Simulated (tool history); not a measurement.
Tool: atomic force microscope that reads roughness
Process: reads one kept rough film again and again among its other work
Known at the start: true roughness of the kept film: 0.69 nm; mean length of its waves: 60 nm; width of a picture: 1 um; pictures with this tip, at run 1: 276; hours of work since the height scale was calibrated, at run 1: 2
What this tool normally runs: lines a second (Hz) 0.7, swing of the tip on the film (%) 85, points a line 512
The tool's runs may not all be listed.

| run | day | lines a second (Hz) | swing of the tip on the film (%) | points a line | pictures with this tip | hours of work since the height scale was calibrated | roughness of the kept film (nm (root mean square)) |
|---|---|---|---|---|---|---|---|
| 1 | 0 | 0.7 | 85 | 512 | 276 | 2 | 0.626 |
| 2 | 0.208 | 0.7 | 82 | 512 | 281 | 5 | 0.63 |
| 3 | 0.488 | 0.7 | 82 | 822 | 287 | 8 | 0.631 |
| 4 | 0.821 | 0.7 | 82 | 822 | 295 | 12 | 0.631 |
| 5 | 1.179 | 0.7 | 85 | 512 | 303 | 16 | 0.623 |
| 6 | 1.388 | 0.7 | 85 | 950 | 308 | 18 | 0.623 |
| 7 | 1.638 | 0.7 | 85 | 512 | 314 | 21 | 0.624 |
| 8 | 1.846 | 0.7 | 85 | 512 | 319 | 24 | 0.624 |
| 9 | 2.038 | 0.818 | 85 | 512 | 324 | 26 | 0.615 |
| 10 | 2.258 | 0.818 | 85 | 512 | 329 | 29 | 0.615 |
| 11 | 2.646 | 1.563 | 85 | 512 | 338 | 33 | 0.568 |
| 12 | 2.962 | 0.701 | 85 | 512 | 345 | 37 | 0.622 |
|  | 3.029 | height scale calibrated on a step standard |
| 13 | 3.204 | 0.701 | 85 | 512 | 350 | 2 | 0.622 |
| 14 | 3.421 | 0.701 | 85 | 512 | 355 | 5 | 0.619 |
| 15 | 3.65 | 0.701 | 89 | 572 | 361 | 7 | 0.61 |
|  | 3.717 | height scale calibrated on a step standard, once more |
| 16 | 3.933 | 0.701 | 72 | 561 | 366 | 3 | 0.644 |
|  | 4.2 | new tip fitted |
| 17 | 4.304 | 2.456 | 70 | 670 | 2 | 7 | 0.602 |
| 18 | 4.562 | 0.726 | 58 | 837 | 8 | 10 | 0.673 |
| 19 | 4.942 | 0.7 | 85 | 336 | 17 | 14 | 0.628 |
| 20 | 5.129 | 0.7 | 85 | 336 | 22 | 16 | 0.63 |
| 21 | 5.404 | 0.7 | 85 | 336 | 28 | 20 | 0.626 |
| 22 | 5.717 | 0.7 | 85 | 336 | 36 | 23 | 0.627 |
| 23 | 5.925 | 3.435 | 85 | 716 | 40 | 26 | 0.485 |
| 24 | 6.208 | 3.435 | 85 | 716 | 47 | 29 | 0.484 |
| 25 | 6.396 | 0.922 | 69 | 536 | 52 | 31 | 0.649 |
| 26 | 6.696 | 1.019 | 61 | 512 | 59 | 35 | 0.66 |
| 27 | 6.917 | 1.019 | 62 | 688 | 64 | 37 | 0.658 |
| 28 | 7.262 | 1.019 | 62 | 688 | 72 | 41 | 0.659 |

Consider 5 possible next runs. They are alternatives, not a sequence: every one starts from the tool as it was left by run 28. What does each give?
| A | 7.571 | 2.662 | 78 | 591 | 79 | 45 | ? |
| B | 7.571 | 1.76 | 74 | 999 | 79 | 45 | ? |
| C | 7.571 | 1.019 | 71 | 688 | 79 | 45 | ? |
| D | 7.571 | 1.609 | 71 | 443 | 79 | 45 | ? |
| E | 7.571 | 3.3 | 62 | 400 | 79 | 45 | ? |

| run | roughness of the kept film (nm (root mean square)) |
|---|---|
| A | 0.556 |
| B | 0.61 |
| C | 0.643 |
| D | 0.622 |
| E | 0.613 |
Take away the tool's hidden state, keep each run's random variation, and the runs would have read:
| run | roughness of the kept film (nm (root mean square)) |
|---|---|
| A | 0.558 |
| B | 0.612 |
| C | 0.646 |
| D | 0.625 |
| E | 0.615 |
